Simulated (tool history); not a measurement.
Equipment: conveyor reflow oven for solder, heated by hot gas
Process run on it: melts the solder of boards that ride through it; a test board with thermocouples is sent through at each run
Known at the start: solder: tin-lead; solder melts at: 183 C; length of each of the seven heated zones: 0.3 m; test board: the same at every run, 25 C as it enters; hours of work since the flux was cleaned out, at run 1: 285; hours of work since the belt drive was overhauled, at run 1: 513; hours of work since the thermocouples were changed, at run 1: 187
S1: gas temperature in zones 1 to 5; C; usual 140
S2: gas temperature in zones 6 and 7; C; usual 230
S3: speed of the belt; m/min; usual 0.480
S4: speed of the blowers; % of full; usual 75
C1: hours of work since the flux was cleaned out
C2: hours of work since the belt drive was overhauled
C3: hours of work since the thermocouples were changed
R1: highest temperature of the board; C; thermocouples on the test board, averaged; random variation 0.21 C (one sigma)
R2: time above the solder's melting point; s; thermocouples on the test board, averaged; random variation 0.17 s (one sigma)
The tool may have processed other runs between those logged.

run   hour   S1   S2     S3  S4   C1   C2   C3     R1    R2
  1    0.0  140  230  0.480  75  285  513  187  216.1  57.7
  2   16.2  140  230  0.480  75  294  521  196  216.5  57.4
  3   36.4  140  230  0.384  75  305  532  206  221.3  78.4
  4   51.0  140  230  0.384  75  313  540  214  221.7  78.0
  5   72.5  140  230  0.384  75  324  552  226  221.7  77.9
  6   85.7  140  230  0.480  79  331  559  233  216.7  57.6
  7  100.6  140  230  0.480  75  339  567  241  215.7  57.2
  8  115.1  140  230  0.480  75  347  575  249  215.9  57.2
  9  128.6  140  230  0.480  75  354  582  256  215.7  57.0
 10  149.9  140  230  0.480  75  366  593  267  215.8  57.1
 11  176.9  140  230  0.579  75  380  608  282  209.7  41.8
     200.8  -- flux residue cleaned out of gas plates and filters
 12  200.8  140  230  0.480  75    0  618  292  218.0  59.2
 13  214.9  140  230  0.480  75    8  626  300  217.9  59.5
 14  240.1  140  230  0.480  82   21  639  313  218.7  60.2
 15  259.6  140  230  0.480  82   32  650  324  218.8  60.3
 16  273.1  140  235  0.480  75   39  657  331  222.3  61.9
 17  295.4  140  225  0.480  62   51  669  343  210.8  53.2
 18  315.6  139  225  0.480  86   62  680  354  214.1  57.0
 19  335.3  139  225  0.480  86   72  690  364  214.0  56.9
 20  362.9  139  225  0.480  71   87  705  379  212.2  54.5
 21  390.1  139  225  0.480  71  102  720  394  211.9  53.9
 22  412.3  129  230  0.436  83  114  732  406  218.8  63.5
 23  431.2  139  230  0.453  83  124  742  416  219.6  64.2
 24  459.8  140  230  0.392  75  139  757  431  221.2  77.0
 25  476.9  140  230  0.392  75  148  766  440  221.3  77.4
 26  489.8  142  225  0.440  57  155  773  447  212.2  60.2
 27  506.0  140  240  0.505  75  164  782  456  224.1  59.5
 28  518.6  140  240  0.497  75  171  789  463  224.6  61.1
 29  544.7  140  230  0.480  84  185  803  477  217.7  59.4
 30  559.4  140  230  0.432  75  193  811  485  219.1  67.8
 31  590.1  133  228  0.480  75  209  827  501  213.7  53.6

For each entry between runs, how does the tool's hidden state at the last listed run before it compare with that at the first listed run after it?
Run 11 -> run 12: flux residue cleaned out of gas plates and filters (hour 200.8)
  heat that the gas passes to the board, % of a clean oven's: 89 -> 99.8; belt's true speed, % of the reading: 98.59 -> 98.56; true gas temperature in zones 6 and 7 over the reading, C: -0.73 -> -0.75
  measured less the result without the state, R1: -3.2 -> -0.4 C; R2: -2.3 -> +0.7 s
